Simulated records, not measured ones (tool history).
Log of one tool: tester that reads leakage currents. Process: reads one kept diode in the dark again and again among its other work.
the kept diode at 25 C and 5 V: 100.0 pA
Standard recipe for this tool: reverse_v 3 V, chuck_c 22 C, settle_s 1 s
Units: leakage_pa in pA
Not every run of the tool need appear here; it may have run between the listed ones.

run	hour	reverse_v	chuck_c	settle_s	leakage_pa
1	0	3	22	1	73.84
2	44.6	3	22	1	74.35
3	66.7	3	22	1	74.45
4	104.3	3	22	1	74.63
5	141.5	3	22	1	75.05
6	178.1	3	22	1	74.78
7	217	3	22	1	75.55
8	245.9	3.08	22	1	76.37
9	286.4	3.08	37	1	283.35
10	334.2	3.08	37	1	284.56
11	386.6	3	22	0.7	76.25
12	429.7	3	22	0.7	76.78
13	454.7	3	22	1	76.98
14	502.6	3	22	1	76.83
15	539.4	3	44	1	509.09
16	570.7	3	44	1	506.86
17	611.5	3	44	1	508.09
18	635.3	3	44	1.21	508.21
19	687.8	1.49	22	0.49	58.65
20	709.3	14.41	44	7.19	919.31
21	734.8	14.41	44	7.19	916.72
22	780.6	14.41	44	7.19	923.25
23	812.6	2.55	25	3.17	95.72
24	863.1	1.54	24	2.78	72.03
# hour 868.2: chuck's temperature calibrated
25	890.6	1.54	24	2.78	73.57
26	923.6	3.65	33	1	226.23

Run 27 is up next; what results do you expect?
27	945.8	1.3	41	1.95	?

leakage_pa: 301.12 pA
Minus the tool's unlogged condition, the same run would have read leakage_pa 256.96 pA.
